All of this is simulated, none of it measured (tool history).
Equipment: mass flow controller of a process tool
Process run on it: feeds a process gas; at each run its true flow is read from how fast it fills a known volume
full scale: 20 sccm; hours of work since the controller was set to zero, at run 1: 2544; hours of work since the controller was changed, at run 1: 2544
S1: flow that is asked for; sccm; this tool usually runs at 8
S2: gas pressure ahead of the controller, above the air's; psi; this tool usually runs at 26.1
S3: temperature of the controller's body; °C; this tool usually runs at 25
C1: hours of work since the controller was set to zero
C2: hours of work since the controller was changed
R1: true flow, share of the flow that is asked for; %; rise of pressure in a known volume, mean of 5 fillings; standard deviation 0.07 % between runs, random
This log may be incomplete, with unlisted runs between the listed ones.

run 1 hour=0.0 | S1=8 S2=26.1 S3=25 | C1=2544 C2=2544 | R1=100.40
run 2 hour=158.5 | S1=3 S2=26.1 S3=25 | C1=2630 C2=2630 | R1=100.92
run 3 hour=291.1 | S1=3 S2=26.1 S3=25 | C1=2701 C2=2701 | R1=100.77
run 4 hour=478.2 | S1=3 S2=26.1 S3=25 | C1=2802 C2=2802 | R1=100.94
run 5 hour=726.4 | S1=3 S2=20.6 S3=25 | C1=2936 C2=2936 | R1=101.41
run 6 hour=964.7 | S1=3 S2=20.6 S3=25 | C1=3065 C2=3065 | R1=101.57
run 7 hour=1197.1 | S1=3 S2=20.6 S3=25 | C1=3191 C2=3191 | R1=101.42
run 8 hour=1314.5 | S1=3 S2=20.6 S3=25 | C1=3254 C2=3254 | R1=101.52
run 9 hour=1445.3 | S1=3 S2=20.6 S3=25 | C1=3325 C2=3325 | R1=101.62
run 10 hour=1547.3 | S1=3 S2=26.1 S3=25 | C1=3380 C2=3380 | R1=101.45
run 11 hour=1743.9 | S1=8 S2=26.1 S3=36 | C1=3486 C2=3486 | R1=99.94
run 12 hour=1908.5 | S1=8 S2=26.1 S3=36 | C1=3575 C2=3575 | R1=99.87
run 13 hour=2158.5 | S1=8 S2=36.8 S3=36 | C1=3710 C2=3710 | R1=99.57
run 14 hour=2273.0 | S1=8 S2=36.8 S3=36 | C1=3772 C2=3772 | R1=99.52
run 15 hour=2525.8 | S1=8 S2=26.1 S3=25 | C1=3908 C2=3908 | R1=100.95
run 16 hour=2721.4 | S1=8 S2=26.1 S3=26 | C1=4014 C2=4014 | R1=100.97
run 17 hour=2964.6 | S1=8 S2=26.1 S3=26 | C1=4145 C2=4145 | R1=100.91
run 18 hour=3153.9 | S1=8 S2=29.3 S3=25 | C1=4248 C2=4248 | R1=101.05
run 19 hour=3395.0 | S1=8 S2=29.3 S3=25 | C1=4378 C2=4378 | R1=100.92
run 20 hour=3510.8 | S1=8 S2=29.3 S3=25 | C1=4440 C2=4440 | R1=101.16
run 21 hour=3684.8 | S1=8 S2=29.3 S3=25 | C1=4534 C2=4534 | R1=101.15
-- hour=3702.6 controller's zero set anew
run 22 hour=3863.1 | S1=8 S2=29.3 S3=25 | C1=87 C2=4630 | R1=101.55
run 23 hour=4105.2 | S1=8 S2=29.3 S3=25 | C1=217 C2=4761 | R1=101.70
run 24 hour=4324.6 | S1=2 S2=26.1 S3=39 | C1=336 C2=4880 | R1=104.56
run 25 hour=4462.6 | S1=2 S2=26.1 S3=39 | C1=410 C2=4954 | R1=104.63
-- hour=4564.6 controller's zero set anew, once more
run 26 hour=4620.2 | S1=2 S2=35.4 S3=36 | C1=30 C2=5039 | R1=99.00
run 27 hour=4819.2 | S1=2 S2=35.4 S3=36 | C1=137 C2=5146 | R1=99.23
run 28 hour=4974.5 | S1=3 S2=27.7 S3=30 | C1=221 C2=5230 | R1=99.97
run 29 hour=5112.4 | S1=8 S2=23.1 S3=25 | C1=296 C2=5305 | R1=100.86
run 30 hour=5356.4 | S1=8 S2=25.5 S3=25 | C1=428 C2=5436 | R1=100.79
run 31 hour=5559.2 | S1=3 S2=25.5 S3=21 | C1=537 C2=5546 | R1=101.03
run 32 hour=5789.0 | S1=7 S2=25.5 S3=26 | C1=661 C2=5670 | R1=100.91
run 33 hour=5934.4 | S1=5 S2=23.5 S3=25 | C1=740 C2=5749 | R1=100.90
run 34 hour=6050.6 | S1=8 S2=26.1 S3=25 | C1=803 C2=5811 | R1=100.85
run 35 hour=6187.2 | S1=8 S2=34.5 S3=21 | C1=876 C2=5885 | R1=101.04
run 36 hour=6360.1 | S1=8 S2=34.5 S3=21 | C1=970 C2=5979 | R1=100.90
run 37 hour=6559.6 | S1=2 S2=20.9 S3=25 | C1=1077 C2=6086 | R1=101.53
run 38 hour=6737.5 | S1=12 S2=26.1 S3=20 | C1=1174 C2=6182 | R1=101.75
run 39 hour=6941.8 | S1=12 S2=26.1 S3=20 | C1=1284 C2=6293 | R1=101.66
run 40 hour=7180.3 | S1=8 S2=29.9 S3=25 | C1=1413 C2=6422 | R1=100.96
run 41 hour=7370.3 | S1=8 S2=21.0 S3=25 | C1=1515 C2=6524 | R1=101.46
run 42 hour=7532.0 | S1=18 S2=26.1 S3=39 | C1=1603 C2=6611 | R1=100.65
run 43 hour=7700.2 | S1=3 S2=32.8 S3=25 | C1=1693 C2=6702 | R1=101.28
run 44 hour=7861.0 | S1=3 S2=32.8 S3=25 | C1=1780 C2=6789 | R1=101.24
run 45 hour=8029.5 | S1=8 S2=34.2 S3=30 | C1=1871 C2=6880 | R1=100.53
run 46 hour=8213.4 | S1=4 S2=37.0 S3=33 | C1=1971 C2=6979 | R1=100.34

For each run, the measured value with the value that run would have given without the tool's hidden condition subtracted. The run-to-run variation is shared by both, the gauge scatter possibly not:
Unlogged tool condition in this case: flow at rest that the sensor doesn't see, % of full scale; true flow over the shown one, %; drift of the gauge itself on true_pct, %.
run=1 R1=+1.26
run=2 R1=+2.10
run=3 R1=+2.16
run=4 R1=+2.23
run=5 R1=+2.32
run=6 R1=+2.41
run=7 R1=+2.49
run=8 R1=+2.53
run=9 R1=+2.59
run=10 R1=+2.62
run=11 R1=+1.64
run=12 R1=+1.68
run=13 R1=+1.73
run=14 R1=+1.75
run=15 R1=+1.81
run=16 R1=+1.85
run=17 R1=+1.90
run=18 R1=+1.95
run=19 R1=+2.00
run=20 R1=+2.02
run=21 R1=+2.05
run=22 R1=+2.64
run=23 R1=+2.69
run=24 R1=+7.00
run=25 R1=+7.06
run=26 R1=+1.72
run=27 R1=+1.81
run=28 R1=+1.72
run=29 R1=+1.55
run=30 R1=+1.60
run=31 R1=+1.95
run=32 R1=+1.73
run=33 R1=+1.86
run=34 R1=+1.75
run=35 R1=+1.78
run=36 R1=+1.82
run=37 R1=+2.67
run=38 R1=+1.80
run=39 R1=+1.84
run=40 R1=+1.99
run=41 R1=+2.04
run=42 R1=+1.88
run=43 R1=+2.74
run=44 R1=+2.79
run=45 R1=+2.18
run=46 R1=+2.65
